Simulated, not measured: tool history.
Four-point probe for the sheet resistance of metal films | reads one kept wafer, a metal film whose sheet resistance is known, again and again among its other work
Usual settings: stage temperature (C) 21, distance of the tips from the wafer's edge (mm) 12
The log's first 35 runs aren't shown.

run	day	stage temperature (C)	distance of the tips from the wafer's edge (mm)	sheet resistance as the instrument gives it (ohm/square)
36	132.854	21	38	0.180709
37	135.808	21	38	0.180702
38	139.117	25	48	0.180887
39	142.079	25	48	0.180911
40	144.588	25	48	0.180878
41	148.779	21	34	0.180719
42	153.554	18	9	0.180877
43	156.083	26	13	0.181121
44	159.354	26	64	0.180928

3 ways to go on from here, each from the tool as it stands after run 44. What would each give?
A	164.521	26	54	?
B	164.521	21	16	?
C	164.521	19	40	?

run	sheet resistance as the instrument gives it (ohm/square)
A	0.180933
B	0.180769
C	0.180561
Without the tool's hidden state the same runs would have given:
run	sheet resistance as the instrument gives it (ohm/square)
A	0.180938
B	0.180775
C	0.180567
